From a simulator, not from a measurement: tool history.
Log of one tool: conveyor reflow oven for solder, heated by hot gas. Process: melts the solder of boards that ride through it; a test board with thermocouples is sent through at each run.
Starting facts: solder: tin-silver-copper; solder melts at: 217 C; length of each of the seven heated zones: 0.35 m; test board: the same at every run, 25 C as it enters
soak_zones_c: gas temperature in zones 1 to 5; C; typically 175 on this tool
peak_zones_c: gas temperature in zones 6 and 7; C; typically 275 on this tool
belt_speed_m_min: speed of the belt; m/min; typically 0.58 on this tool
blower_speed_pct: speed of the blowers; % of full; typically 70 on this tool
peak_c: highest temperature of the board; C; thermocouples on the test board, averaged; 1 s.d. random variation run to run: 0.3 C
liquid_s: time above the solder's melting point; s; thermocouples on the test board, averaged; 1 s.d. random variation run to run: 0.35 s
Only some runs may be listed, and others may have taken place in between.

Run 1, day 0: usual settings. Result: peak_c 252.7 C, liquid_s 53.9 s.
Run 2, day 2.138: usual settings. Result: peak_c 252.5 C, liquid_s 52.8 s.
Run 3, day 4.079: usual settings. Result: peak_c 253.2 C, liquid_s 53.3 s.
Run 4, day 5.154: usual settings. Result: peak_c 252.1 C, liquid_s 53.4 s.
Run 5, day 6.542: usual settings. Result: peak_c 251.4 C, liquid_s 52.7 s.
At day 7.442: flux residue cleaned out of gas plates and filters.
Run 6, day 8.05: usual settings. Result: peak_c 254.1 C, liquid_s 54.7 s.
Run 7, day 10.388: usual settings. Result: peak_c 254 C, liquid_s 54.3 s.
Run 8, day 12.154: usual settings but belt_speed_m_min 0.568 m/min. Result: peak_c 254.2 C, liquid_s 55.8 s.
Run 9, day 14.292: usual settings but belt_speed_m_min 0.568 m/min. Result: peak_c 254.1 C, liquid_s 56.5 s.
Run 10, day 16.7: usual settings but belt_speed_m_min 0.635 m/min. Result: peak_c 249 C, liquid_s 45.2 s.
At day 17.042: belt drive overhauled, speed set with a stopwatch.
At day 18.662: flux residue cleaned out of gas plates and filters.
Run 11, day 18.975: usual settings but belt_speed_m_min 0.635 m/min. Result: peak_c 250.7 C, liquid_s 47.6 s.
Run 12, day 20.867: usual settings but soak_zones_c 169 C. Result: peak_c 253.2 C, liquid_s 51.8 s.
At day 21.85: belt drive overhauled, speed set with a stopwatch, once more.
At day 22.317: thermocouples of zones 6 and 7 changed.
Run 13, day 22.375: usual settings but soak_zones_c 162 C. Result: peak_c 248.4 C, liquid_s 45.2 s.
Run 14, day 24.733: usual settings but soak_zones_c 162 C. Result: peak_c 247.7 C, liquid_s 45.5 s.
Run 15, day 26.033: usual settings but soak_zones_c 162 C. Result: peak_c 248.3 C, liquid_s 44.5 s.
Run 16, day 28.279: usual settings but soak_zones_c 168 C. Result: peak_c 249 C, liquid_s 47.5 s.
At day 29.938: flux residue cleaned out of gas plates and filters.
Run 17, day 30.033: usual settings but soak_zones_c 177 C, peak_zones_c 285 C, blower_speed_pct 60 % of full. Result: peak_c 256.8 C, liquid_s 57.3 s.
Run 18, day 31.967: usual settings but soak_zones_c 177 C, peak_zones_c 285 C, blower_speed_pct 60 % of full. Result: peak_c 257.2 C, liquid_s 55.8 s.
Run 19, day 34.233: usual settings but peak_zones_c 264 C, belt_speed_m_min 0.524 m/min, blower_speed_pct 52 % of full. Result: peak_c 241.3 C, liquid_s 48.2 s.
Run 20, day 36.283: usual settings but peak_zones_c 274 C, belt_speed_m_min 0.474 m/min, blower_speed_pct 52 % of full. Result: peak_c 252.7 C, liquid_s 65.9 s.
Run 21, day 38.629: usual settings but peak_zones_c 283 C, belt_speed_m_min 0.465 m/min. Result: peak_c 266.5 C, liquid_s 77.5 s.
Run 22, day 39.95: usual settings but peak_zones_c 283 C, belt_speed_m_min 0.465 m/min. Result: peak_c 266.2 C, liquid_s 78 s.
At day 40.975: flux residue cleaned out of gas plates and filters.
Run 23, day 42.2: usual settings but peak_zones_c 270 C, belt_speed_m_min 0.507 m/min, blower_speed_pct 63 % of full. Result: peak_c 252.8 C, liquid_s 61.4 s.
Run 24, day 44.175: usual settings but peak_zones_c 270 C, belt_speed_m_min 0.507 m/min, blower_speed_pct 63 % of full. Result: peak_c 252.1 C, liquid_s 61.7 s.
Run 25, day 46.592: usual settings but peak_zones_c 270 C, belt_speed_m_min 0.507 m/min, blower_speed_pct 75 % of full. Result: peak_c 254.5 C, liquid_s 64.2 s.
Run 26, day 48.621: usual settings but peak_zones_c 270 C, belt_speed_m_min 0.507 m/min, blower_speed_pct 75 % of full. Result: peak_c 254.5 C, liquid_s 63.9 s.
Run 27, day 51.208: usual settings but peak_zones_c 270 C, belt_speed_m_min 0.507 m/min, blower_speed_pct 75 % of full. Result: peak_c 254.1 C, liquid_s 63.8 s.
At day 52.058: flux residue cleaned out of gas plates and filters.
Run 28, day 52.533: usual settings but soak_zones_c 179 C, peak_zones_c 268 C, belt_speed_m_min 0.507 m/min, blower_speed_pct 63 % of full. Result: peak_c 252.3 C, liquid_s 63.5 s.
Run 29, day 54.271: usual settings but soak_zones_c 179 C, peak_zones_c 268 C, belt_speed_m_min 0.507 m/min, blower_speed_pct 63 % of full. Result: peak_c 252 C, liquid_s 63 s.

3 options for the next run, each taken on its own from the tool as it stands now. Forecast them:
Run A, day 56.012: usual settings but soak_zones_c 164 C, belt_speed_m_min 0.536 m/min. Result: peak_c ?, liquid_s ?.
Run B, day 56.012: usual settings but soak_zones_c 162 C, peak_zones_c 282 C, belt_speed_m_min 0.483 m/min, blower_speed_pct 63 % of full. Result: peak_c ?, liquid_s ?.
Run C, day 56.012: usual settings but soak_zones_c 179 C, peak_zones_c 268 C, belt_speed_m_min 0.576 m/min, blower_speed_pct 62 % of full. Result: peak_c ?, liquid_s ?.

run  peak_c  liquid_s
  A   254.5      55.9
  B   262.6        68
  C   246.8      50.4
Take away the tool's hidden state, keep each run's random variation, and the runs would have read:
run  peak_c  liquid_s
  A   252.7        54
  B   260.6      65.9
  C     245      48.4

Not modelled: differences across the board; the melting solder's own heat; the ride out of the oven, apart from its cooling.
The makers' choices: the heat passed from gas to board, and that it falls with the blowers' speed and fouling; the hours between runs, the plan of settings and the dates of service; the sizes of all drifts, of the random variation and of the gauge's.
